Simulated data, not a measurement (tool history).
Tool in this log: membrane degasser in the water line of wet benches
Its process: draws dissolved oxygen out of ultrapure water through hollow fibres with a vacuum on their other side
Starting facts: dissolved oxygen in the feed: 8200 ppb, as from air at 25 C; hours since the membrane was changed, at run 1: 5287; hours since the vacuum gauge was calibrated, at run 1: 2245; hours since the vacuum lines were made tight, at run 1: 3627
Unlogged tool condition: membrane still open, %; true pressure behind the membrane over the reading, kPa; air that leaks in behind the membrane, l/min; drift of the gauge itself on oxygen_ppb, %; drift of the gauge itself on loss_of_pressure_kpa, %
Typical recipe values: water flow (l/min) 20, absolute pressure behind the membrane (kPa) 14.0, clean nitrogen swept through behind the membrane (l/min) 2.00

run,hour,water flow (l/min),absolute pressure behind the membrane (kPa),clean nitrogen swept through behind the membrane (l/min),hours since the membrane was changed,hours since the vacuum gauge was calibrated,hours since the vacuum lines were made tight,dissolved oxygen in the water behind the degasser (ppb),pressure that the water loses in the fibres (kPa)
1,0.0,20,14.0,2.00,5287,2245,3627,277.9,57.25
2,162.4,14,14.0,2.00,5449,2407,3789,191.0,40.14
3,276.7,25,14.0,2.00,5563,2522,3903,362.1,72.23
4,428.5,20,13.2,2.00,5715,2673,4055,266.9,58.13
5,542.8,20,13.2,2.00,5830,2788,4169,262.5,58.06
6,611.5,20,13.2,2.00,5898,2856,4238,260.4,57.62
# hour 620.9: seals of the vacuum lines changed
7,717.0,20,13.2,2.00,6002,2960,96,262.5,57.62
8,820.1,20,14.0,2.00,6105,3063,199,281.9,58.03
9,923.6,20,14.0,2.00,6208,3166,303,280.8,58.09
10,1054.8,20,14.0,2.00,6339,3298,434,281.4,57.89
11,1217.9,20,14.0,2.00,6503,3461,597,281.5,58.44
# hour 1274.4: vacuum gauge calibrated
12,1331.5,20,14.0,2.00,6616,57,710,274.9,58.55
13,1466.5,31,14.0,2.00,6751,192,845,472.6,90.15
14,1610.0,20,14.0,2.00,6894,336,989,277.3,58.62
15,1712.0,31,10.4,0.93,6996,438,1091,576.1,90.31
16,1852.5,14,27.0,4.81,7137,578,1231,178.0,41.24
17,1962.3,14,13.2,4.81,7246,688,1341,79.6,41.07
18,2079.2,14,13.2,4.81,7363,805,1458,80.9,41.12
19,2184.0,16,24.6,4.31,7468,910,1563,207.8,47.26
20,2314.7,16,24.6,4.31,7599,1040,1693,206.5,47.34
21,2469.6,18,11.7,2.68,7754,1195,1848,159.3,53.09
22,2583.8,29,30.4,2.62,7868,1309,1962,742.5,86.07
23,2703.6,26,27.5,1.73,7988,1429,2082,836.4,77.44
24,2830.8,20,14.0,1.68,8115,1556,2209,326.4,59.80
25,2993.9,20,14.0,1.68,8278,1720,2372,332.5,59.98
26,3132.7,19,16.7,1.68,8417,1858,2511,378.2,56.60
27,3253.7,22,10.1,3.72,8538,1979,2632,144.8,65.81

Hidden state at the last listed run before each entry between runs and at the first one after, where it differs:
Runs 6 to 7: seals of the vacuum lines changed (hour 620.9)
  membrane still open, %: 93 -> 92.9; true pressure behind the membrane over the reading, kPa: 0.24 -> 0.25; air that leaks in behind the membrane, l/min: 0.0112 -> 0.0024
  measured result minus the result with no hidden state, dissolved oxygen in the water behind the degasser (ppb): +16.8 -> +14.9; pressure that the water loses in the fibres (kPa): +4.05 -> +4.14
Runs 11 to 12: vacuum gauge calibrated (hour 1274.4)
  membrane still open, %: 92.3 -> 92.1; true pressure behind the membrane over the reading, kPa: 0.29 -> 0.01; air that leaks in behind the membrane, l/min: 0.0036 -> 0.0039
  measured result minus the result with no hidden state, dissolved oxygen in the water behind the degasser (ppb): +17.1 -> +11.1; pressure that the water loses in the fibres (kPa): +4.50 -> +4.60
